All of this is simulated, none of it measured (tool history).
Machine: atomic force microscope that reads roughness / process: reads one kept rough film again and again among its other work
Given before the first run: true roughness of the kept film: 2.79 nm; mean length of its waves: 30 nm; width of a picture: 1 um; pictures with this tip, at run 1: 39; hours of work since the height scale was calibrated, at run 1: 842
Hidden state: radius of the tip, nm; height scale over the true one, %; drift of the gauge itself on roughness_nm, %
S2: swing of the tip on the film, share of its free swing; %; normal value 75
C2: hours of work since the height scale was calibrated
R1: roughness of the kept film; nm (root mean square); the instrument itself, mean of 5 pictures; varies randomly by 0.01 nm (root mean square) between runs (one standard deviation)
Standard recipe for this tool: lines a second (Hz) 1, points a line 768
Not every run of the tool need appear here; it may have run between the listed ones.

run 1 hour=0 | lines_a_second_(Hz)=1 S2=75 points_a_line=768 | pictures_with_this_tip=39 C2=842 | R1=2.398
run 2 hour=36.4 | lines_a_second_(Hz)=1.33 S2=75 points_a_line=768 | pictures_with_this_tip=85 C2=859 | R1=2.325
run 3 hour=63.7 | lines_a_second_(Hz)=1 S2=75 points_a_line=524 | pictures_with_this_tip=120 C2=871 | R1=2.344
run 4 hour=105.3 | lines_a_second_(Hz)=1 S2=75 points_a_line=768 | pictures_with_this_tip=173 C2=890 | R1=2.318
run 5 hour=154.3 | lines_a_second_(Hz)=0.9 S2=75 points_a_line=768 | pictures_with_this_tip=236 C2=913 | R1=2.289
run 6 hour=187.9 | lines_a_second_(Hz)=0.9 S2=75 points_a_line=768 | pictures_with_this_tip=279 C2=928 | R1=2.294
run 7 hour=218.1 | lines_a_second_(Hz)=1 S2=75 points_a_line=768 | pictures_with_this_tip=318 C2=942 | R1=2.26
-- hour=263.7 new tip fitted
run 8 hour=268.2 | lines_a_second_(Hz)=1 S2=76 points_a_line=768 | pictures_with_this_tip=6 C2=964 | R1=2.422
run 9 hour=307.9 | lines_a_second_(Hz)=0.94 S2=75 points_a_line=768 | pictures_with_this_tip=57 C2=982 | R1=2.409
run 10 hour=350 | lines_a_second_(Hz)=0.94 S2=69 points_a_line=768 | pictures_with_this_tip=111 C2=1001 | R1=2.408
run 11 hour=384.5 | lines_a_second_(Hz)=0.94 S2=69 points_a_line=768 | pictures_with_this_tip=155 C2=1017 | R1=2.37
run 12 hour=427.5 | lines_a_second_(Hz)=0.94 S2=69 points_a_line=768 | pictures_with_this_tip=210 C2=1037 | R1=2.351
run 13 hour=476.7 | lines_a_second_(Hz)=0.94 S2=69 points_a_line=768 | pictures_with_this_tip=273 C2=1059 | R1=2.321
run 14 hour=502 | lines_a_second_(Hz)=1 S2=59 points_a_line=768 | pictures_with_this_tip=305 C2=1071 | R1=2.346
run 15 hour=541.3 | lines_a_second_(Hz)=1 S2=59 points_a_line=768 | pictures_with_this_tip=356 C2=1088 | R1=2.306
-- hour=559.2 new tip fitted
run 16 hour=570.7 | lines_a_second_(Hz)=1 S2=59 points_a_line=768 | pictures_with_this_tip=14 C2=1102 | R1=2.51
run 17 hour=605 | lines_a_second_(Hz)=1 S2=59 points_a_line=768 | pictures_with_this_tip=58 C2=1117 | R1=2.48
run 18 hour=650.7 | lines_a_second_(Hz)=1 S2=89 points_a_line=768 | pictures_with_this_tip=117 C2=1138 | R1=2.223
run 19 hour=685.2 | lines_a_second_(Hz)=0.52 S2=89 points_a_line=768 | pictures_with_this_tip=161 C2=1154 | R1=2.334
run 20 hour=731.3 | lines_a_second_(Hz)=0.52 S2=89 points_a_line=768 | pictures_with_this_tip=220 C2=1175 | R1=2.288
run 21 hour=767.4 | lines_a_second_(Hz)=1 S2=72 points_a_line=768 | pictures_with_this_tip=266 C2=1191 | R1=2.294
run 22 hour=812.4 | lines_a_second_(Hz)=1 S2=72 points_a_line=768 | pictures_with_this_tip=324 C2=1212 | R1=2.276
run 23 hour=851.4 | lines_a_second_(Hz)=1 S2=72 points_a_line=768 | pictures_with_this_tip=373 C2=1229 | R1=2.238
-- hour=854.2 new tip fitted
run 24 hour=877 | lines_a_second_(Hz)=1.73 S2=75 points_a_line=768 | pictures_with_this_tip=30 C2=1241 | R1=2.325
run 25 hour=923.1 | lines_a_second_(Hz)=1.73 S2=75 points_a_line=768 | pictures_with_this_tip=89 C2=1262 | R1=2.293
run 26 hour=957.2 | lines_a_second_(Hz)=0.69 S2=75 points_a_line=768 | pictures_with_this_tip=132 C2=1277 | R1=2.392
run 27 hour=991.1 | lines_a_second_(Hz)=0.65 S2=82 points_a_line=765 | pictures_with_this_tip=175 C2=1293 | R1=2.339
run 28 hour=1029 | lines_a_second_(Hz)=0.53 S2=59 points_a_line=768 | pictures_with_this_tip=224 C2=1310 | R1=2.438
run 29 hour=1067.1 | lines_a_second_(Hz)=0.53 S2=59 points_a_line=768 | pictures_with_this_tip=273 C2=1327 | R1=2.388
run 30 hour=1114.5 | lines_a_second_(Hz)=2.71 S2=59 points_a_line=667 | pictures_with_this_tip=333 C2=1349 | R1=2.263
-- hour=1148.5 new tip fitted
run 31 hour=1152.8 | lines_a_second_(Hz)=1.51 S2=88 points_a_line=667 | pictures_with_this_tip=6 C2=1366 | R1=2.187
run 32 hour=1173.5 | lines_a_second_(Hz)=0.55 S2=67 points_a_line=528 | pictures_with_this_tip=32 C2=1375 | R1=2.516
run 33 hour=1216.1 | lines_a_second_(Hz)=0.55 S2=67 points_a_line=528 | pictures_with_this_tip=87 C2=1395 | R1=2.466
run 34 hour=1249.1 | lines_a_second_(Hz)=0.55 S2=81 points_a_line=528 | pictures_with_this_tip=129 C2=1410 | R1=2.405
run 35 hour=1281.8 | lines_a_second_(Hz)=0.68 S2=75 points_a_line=384 | pictures_with_this_tip=171 C2=1425 | R1=2.363
run 36 hour=1323.3 | lines_a_second_(Hz)=3.47 S2=57 points_a_line=516 | pictures_with_this_tip=224 C2=1444 | R1=2.262
run 37 hour=1370.5 | lines_a_second_(Hz)=2.65 S2=75 points_a_line=889 | pictures_with_this_tip=284 C2=1465 | R1=2.077
run 38 hour=1392.8 | lines_a_second_(Hz)=1.21 S2=80 points_a_line=750 | pictures_with_this_tip=313 C2=1475 | R1=2.181
run 39 hour=1414.3 | lines_a_second_(Hz)=1.21 S2=80 points_a_line=750 | pictures_with_this_tip=340 C2=1485 | R1=2.161
-- hour=1442.1 new tip fitted
run 40 hour=1446.5 | lines_a_second_(Hz)=1 S2=73 points_a_line=768 | pictures_with_this_tip=6 C2=1499 | R1=2.465
run 41 hour=1494.1 | lines_a_second_(Hz)=1 S2=73 points_a_line=768 | pictures_with_this_tip=67 C2=1521 | R1=2.411
run 42 hour=1527.6 | lines_a_second_(Hz)=1.81 S2=75 points_a_line=664 | pictures_with_this_tip=109 C2=1536 | R1=2.263

For run 43, what comes out?
run 43 hour=1569.3 | lines_a_second_(Hz)=1.81 S2=75 points_a_line=664 | pictures_with_this_tip=163 C2=1555 | R1=?

R1: 2.242 nm (root mean square)
With the hidden condition absent and the run-to-run variation left alone, this run would have shown R1 2.315 nm (root mean square).
